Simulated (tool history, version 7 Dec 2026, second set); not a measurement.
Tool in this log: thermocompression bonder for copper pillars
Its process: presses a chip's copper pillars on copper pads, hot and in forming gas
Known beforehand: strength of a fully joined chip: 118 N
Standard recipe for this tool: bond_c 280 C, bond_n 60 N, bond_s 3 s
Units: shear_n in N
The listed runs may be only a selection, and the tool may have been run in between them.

run   hour  bond_c  bond_n  bond_s  shear_n
  1    0.0     280      60       3     59.9
  2    8.9     280      60       3     61.8
  3   21.4     309      60       3     84.3
  4   33.8     309      60       3     85.1
  5   39.4     309      60       3     85.9
  6   45.3     309      60       3     83.3
  7   55.5     280      60       8     81.0
      68.0  -- heater calibrated with a thermocouple chip
  8   69.9     280      60       5     76.7
  9   76.6     280      60       5     78.1
 10   85.6     280      60       3     66.6
 11   91.7     280      60       3     65.8
 12   99.2     280      57       3     63.8
 13  111.8     280      57       3     64.2
 14  124.2     280      57       3     64.4
 15  135.2     280      57       3     62.6
 16  141.4     280      57       3     62.9
 17  148.9     280      57       3     62.2
 18  155.8     280      57       3     62.0
 19  161.1     280      57       3     63.0
     163.6  -- force cell calibrated
 20  175.0     280      57       3     63.1
 21  180.9     282      37       2     39.1
 22  186.8     283      58       3     65.4
     190.8  -- force cell calibrated, once more
 23  194.0     286      79       4     88.4
 24  206.0     257      68       4     55.6
 25  216.8     257      68       4     56.1
 26  226.0     257      68       4     56.8
 27  237.1     257      56       7     56.5
 28  249.6     257      56       7     59.2

The next listed run, before its measurement:
 29  255.9     253      42       9        ?

Run 29 produced shear_n 48.4 N.
Minus the tool's unlogged condition, the same run would have read shear_n 50.3 N.
